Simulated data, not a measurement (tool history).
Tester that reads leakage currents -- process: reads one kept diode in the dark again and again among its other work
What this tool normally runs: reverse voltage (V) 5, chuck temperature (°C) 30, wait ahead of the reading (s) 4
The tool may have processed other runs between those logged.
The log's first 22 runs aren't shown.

run	hour	reverse voltage (V)	chuck temperature (°C)	wait ahead of the reading (s)	current that the tester gives (pA)
# hour 3716.8: tester calibrated, once more
23	3731.8	4.27	44	0.32	460.64
24	3835.1	5	49	3.71	684.39
# hour 3935.3: probe card cleaned and baked
25	3941	2.58	40	2.45	282.02
# hour 4038.6: chuck's temperature calibrated
26	4087.2	1.9	42	2.45	242.24
27	4303.4	1.9	42	2.45	246.4
28	4421.4	1.9	42	2.45	249.74
29	4594.9	1.9	42	2.45	253.03
30	4765.5	1.9	42	2.45	256.7
31	4924.3	5.23	55	1.96	951.06
32	5069.1	5	39	4	332.4

Here are 5 independent what-if runs from the current tool condition. What would each one return?
A	5265.4	2.84	36	1.62	?
B	5265.4	6.07	27	1.04	?
C	5265.4	4.48	24	4	?
D	5265.4	1.11	36	0.9	?
E	5265.4	4.22	30	4	?

run	current that the tester gives (pA)
A	213.49
B	160.39
C	111.05
D	140.31
E	167.28
With the hidden condition removed and each run's random variation left untouched, the same runs would have given:
run	current that the tester gives (pA)
A	191.5
B	142.12
C	98.01
D	126.05
E	148.91

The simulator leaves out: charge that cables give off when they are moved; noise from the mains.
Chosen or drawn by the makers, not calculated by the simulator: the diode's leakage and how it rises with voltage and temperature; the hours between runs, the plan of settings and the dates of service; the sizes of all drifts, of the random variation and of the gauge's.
